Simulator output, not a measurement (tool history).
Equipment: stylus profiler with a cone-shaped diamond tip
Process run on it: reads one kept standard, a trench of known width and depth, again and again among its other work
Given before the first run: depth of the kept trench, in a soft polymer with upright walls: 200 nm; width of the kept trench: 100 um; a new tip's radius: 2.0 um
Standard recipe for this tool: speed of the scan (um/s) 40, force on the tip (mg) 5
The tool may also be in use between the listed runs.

| run | hour | speed of the scan (um/s) | force on the tip (mg) | depth of the trench (nm) | width of the trench's floor (um) |
|---|---|---|---|---|---|
| 1 | 0 | 40 | 5 | 202.97 | 98.17 |
| 2 | 14.4 | 14 | 5 | 203.11 | 98.25 |
| 3 | 27.3 | 40 | 5 | 203 | 98.19 |
| 4 | 33.9 | 40 | 5 | 203.26 | 98.25 |
| 5 | 47.4 | 40 | 5 | 203.05 | 98.22 |
| 6 | 54.7 | 40 | 4.1 | 202.51 | 98.23 |
| 7 | 69.6 | 73 | 5 | 203.11 | 98.11 |
| 8 | 84.8 | 73 | 5 | 202.9 | 98.17 |
| 9 | 95.1 | 73 | 5.47 | 203.23 | 98.2 |
| 10 | 105.1 | 73 | 5.47 | 203.34 | 98.09 |
| 11 | 114.1 | 73 | 5.47 | 203.14 | 98.15 |
| 12 | 126.1 | 73 | 5.47 | 203.28 | 98.16 |
| 13 | 140.4 | 73 | 5.47 | 203.13 | 98.19 |
| 14 | 156.7 | 32 | 5.47 | 203.01 | 98.2 |
| 15 | 165.2 | 111 | 5 | 202.97 | 98.12 |
| 16 | 175.4 | 40 | 12.76 | 205.76 | 98.2 |
| 17 | 183 | 40 | 12.76 | 205.68 | 98.24 |
| 18 | 196.4 | 40 | 2.81 | 202.03 | 98.2 |
| 19 | 209.6 | 40 | 5 | 202.85 | 98.21 |
| 20 | 217.8 | 41 | 1.95 | 201.47 | 98.18 |
| 21 | 229.4 | 31 | 6.92 | 203.64 | 98.18 |
| 22 | 241.1 | 32 | 9.58 | 204.67 | 98.24 |
| 23 | 253.7 | 92 | 5.49 | 203.17 | 98.17 |
| 24 | 268.2 | 16 | 4.06 | 202.69 | 98.25 |
| 25 | 277.8 | 16 | 4.06 | 202.6 | 98.26 |
| 26 | 285.9 | 41 | 1.89 | 201.5 | 98.13 |
| 27 | 297.1 | 41 | 3 | 202.39 | 98.2 |
| 28 | 307.2 | 18 | 3.46 | 202.3 | 98.23 |
| 29 | 318.5 | 55 | 2.44 | 201.85 | 98.14 |
| 30 | 328 | 35 | 5 | 203.15 | 98.22 |
| 31 | 339.5 | 35 | 5 | 203.02 | 98.12 |
| 32 | 351.9 | 10 | 5.12 | 203.11 | 98.27 |
| 33 | 359.8 | 37 | 13.46 | 205.93 | 98.21 |
| 34 | 372.3 | 37 | 5.44 | 203.24 | 98.18 |
| 35 | 378.9 | 12 | 8.13 | 204.21 | 98.21 |
| 36 | 387.2 | 117 | 13.76 | 205.93 | 98.13 |
| 37 | 403.2 | 40 | 9.6 | 204.63 | 98.2 |

Alternative continuations, all from the tool just after run 37; predict every row:
| A | 412.7 | 36 | 2.61 | ? | ? |
| B | 412.7 | 72 | 6 | ? | ? |
| C | 412.7 | 40 | 12.14 | ? | ? |
| D | 412.7 | 33 | 9.02 | ? | ? |
| E | 412.7 | 49 | 2.23 | ? | ? |

| run | depth of the trench (nm) | width of the trench's floor (um) |
|---|---|---|
| A | 201.94 | 98.19 |
| B | 203.45 | 98.22 |
| C | 205.74 | 98.21 |
| D | 204.33 | 98.23 |
| E | 201.92 | 98.19 |
With the hidden condition removed and each run's random variation left untouched, the same runs would have given:
| run | depth of the trench (nm) | width of the trench's floor (um) |
|---|---|---|
| A | 201.94 | 98.19 |
| B | 203.45 | 98.22 |
| C | 205.74 | 98.22 |
| D | 204.33 | 98.23 |
| E | 201.92 | 98.19 |

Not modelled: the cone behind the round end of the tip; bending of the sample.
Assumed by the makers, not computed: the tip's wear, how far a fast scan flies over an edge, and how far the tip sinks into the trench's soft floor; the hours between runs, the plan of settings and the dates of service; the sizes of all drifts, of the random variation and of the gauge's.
